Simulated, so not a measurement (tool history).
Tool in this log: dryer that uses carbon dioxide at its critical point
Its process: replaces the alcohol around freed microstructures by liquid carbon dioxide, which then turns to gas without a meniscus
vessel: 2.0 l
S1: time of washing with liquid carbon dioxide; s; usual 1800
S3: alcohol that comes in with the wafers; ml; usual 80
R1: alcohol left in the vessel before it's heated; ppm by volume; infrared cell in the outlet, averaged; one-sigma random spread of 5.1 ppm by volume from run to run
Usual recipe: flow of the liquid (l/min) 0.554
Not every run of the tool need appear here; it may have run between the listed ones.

{"run": 1, "hour": 0.0, "S1": 1800, "flow of the liquid (l/min)": 0.554, "S3": 80, "R1": 65}
{"run": 2, "hour": 11.9, "S1": 1800, "flow of the liquid (l/min)": 0.554, "S3": 20, "R1": 29}
{"run": 3, "hour": 17.2, "S1": 1800, "flow of the liquid (l/min)": 0.554, "S3": 20, "R1": 26}
{"run": 4, "hour": 27.8, "S1": 1800, "flow of the liquid (l/min)": 0.554, "S3": 20, "R1": 29}
{"run": 5, "hour": 37.7, "S1": 1260, "flow of the liquid (l/min)": 0.554, "S3": 80, "R1": 399}
{"run": 6, "hour": 45.1, "S1": 1800, "flow of the liquid (l/min)": 0.554, "S3": 61, "R1": 53}
{"run": 7, "hour": 51.2, "S1": 1800, "flow of the liquid (l/min)": 0.554, "S3": 61, "R1": 58}
{"run": 8, "hour": 63.6, "S1": 1800, "flow of the liquid (l/min)": 0.554, "S3": 80, "R1": 74}
{"run": 9, "hour": 72.0, "S1": 1800, "flow of the liquid (l/min)": 0.554, "S3": 80, "R1": 70}
{"run": 10, "hour": 80.3, "S1": 1320, "flow of the liquid (l/min)": 0.554, "S3": 80, "R1": 337}
{"run": 11, "hour": 89.5, "S1": 1320, "flow of the liquid (l/min)": 0.554, "S3": 80, "R1": 343}
{"run": 12, "hour": 101.3, "S1": 1320, "flow of the liquid (l/min)": 0.554, "S3": 80, "R1": 344}
{"run": 13, "hour": 106.9, "S1": 1800, "flow of the liquid (l/min)": 0.554, "S3": 80, "R1": 71}
{"run": 14, "hour": 118.5, "S1": 1800, "flow of the liquid (l/min)": 0.554, "S3": 80, "R1": 86}
{"run": 15, "hour": 130.5, "S1": 1800, "flow of the liquid (l/min)": 0.541, "S3": 80, "R1": 83}
{"run": 16, "hour": 137.1, "S1": 1800, "flow of the liquid (l/min)": 0.541, "S3": 80, "R1": 91}
{"run": 17, "hour": 148.4, "S1": 1800, "flow of the liquid (l/min)": 0.541, "S3": 80, "R1": 85}
{"run": 18, "hour": 153.9, "S1": 2280, "flow of the liquid (l/min)": 0.541, "S3": 80, "R1": 35}
{"run": 19, "hour": 165.1, "S1": 2280, "flow of the liquid (l/min)": 0.541, "S3": 80, "R1": 47}
{"run": 20, "hour": 173.7, "S1": 1800, "flow of the liquid (l/min)": 0.514, "S3": 80, "R1": 128}
{"run": 21, "hour": 178.9, "S1": 1800, "flow of the liquid (l/min)": 0.554, "S3": 77, "R1": 77}
{"run": 22, "hour": 186.5, "S1": 1800, "flow of the liquid (l/min)": 0.554, "S3": 80, "R1": 86}
{"run": 23, "hour": 192.9, "S1": 1800, "flow of the liquid (l/min)": 0.554, "S3": 80, "R1": 90}
{"run": 24, "hour": 200.6, "S1": 1800, "flow of the liquid (l/min)": 0.554, "S3": 80, "R1": 87}
{"run": 25, "hour": 210.5, "S1": 1800, "flow of the liquid (l/min)": 0.554, "S3": 80, "R1": 82}
{"run": 26, "hour": 216.4, "S1": 1800, "flow of the liquid (l/min)": 0.613, "S3": 80, "R1": 59}
{"run": 27, "hour": 221.8, "S1": 1800, "flow of the liquid (l/min)": 0.613, "S3": 80, "R1": 57}
{"run": 28, "hour": 227.0, "S1": 2160, "flow of the liquid (l/min)": 0.446, "S3": 80, "R1": 111}
{"run": 29, "hour": 232.6, "S1": 2160, "flow of the liquid (l/min)": 0.728, "S3": 26, "R1": 33}
{"run": 30, "hour": 244.0, "S1": 2100, "flow of the liquid (l/min)": 0.554, "S3": 40, "R1": 38}
{"run": 31, "hour": 252.7, "S1": 2640, "flow of the liquid (l/min)": 0.532, "S3": 40, "R1": 25}
{"run": 32, "hour": 259.9, "S1": 2640, "flow of the liquid (l/min)": 0.532, "S3": 40, "R1": 28}
{"run": 33, "hour": 270.4, "S1": 2640, "flow of the liquid (l/min)": 0.532, "S3": 40, "R1": 31}
{"run": 34, "hour": 277.5, "S1": 1620, "flow of the liquid (l/min)": 0.423, "S3": 62, "R1": 422}
{"run": 35, "hour": 283.6, "S1": 1140, "flow of the liquid (l/min)": 0.364, "S3": 24, "R1": 906}
{"run": 36, "hour": 293.5, "S1": 1140, "flow of the liquid (l/min)": 0.364, "S3": 24, "R1": 889}
{"run": 37, "hour": 302.7, "S1": 1140, "flow of the liquid (l/min)": 0.364, "S3": 24, "R1": 883}
{"run": 38, "hour": 312.9, "S1": 1140, "flow of the liquid (l/min)": 0.364, "S3": 24, "R1": 930}
{"run": 39, "hour": 320.8, "S1": 2760, "flow of the liquid (l/min)": 0.356, "S3": 80, "R1": 112}
{"run": 40, "hour": 326.9, "S1": 1800, "flow of the liquid (l/min)": 0.554, "S3": 54, "R1": 80}
{"run": 41, "hour": 333.5, "S1": 2220, "flow of the liquid (l/min)": 0.4, "S3": 54, "R1": 132}
{"run": 42, "hour": 339.9, "S1": 2220, "flow of the liquid (l/min)": 0.4, "S3": 54, "R1": 119}
{"run": 43, "hour": 351.6, "S1": 2220, "flow of the liquid (l/min)": 0.4, "S3": 54, "R1": 131}

Run 44 is up next; what results do you expect?
{"run": 44, "hour": 358.4, "S1": 1200, "flow of the liquid (l/min)": 0.403, "S3": 111, "R1": "?"}

{"run 44": {"R1": 2597}}
Take away the tool's hidden state, keep the run-to-run variation as it was, and the same run would have given R1 2151 ppm by volume.
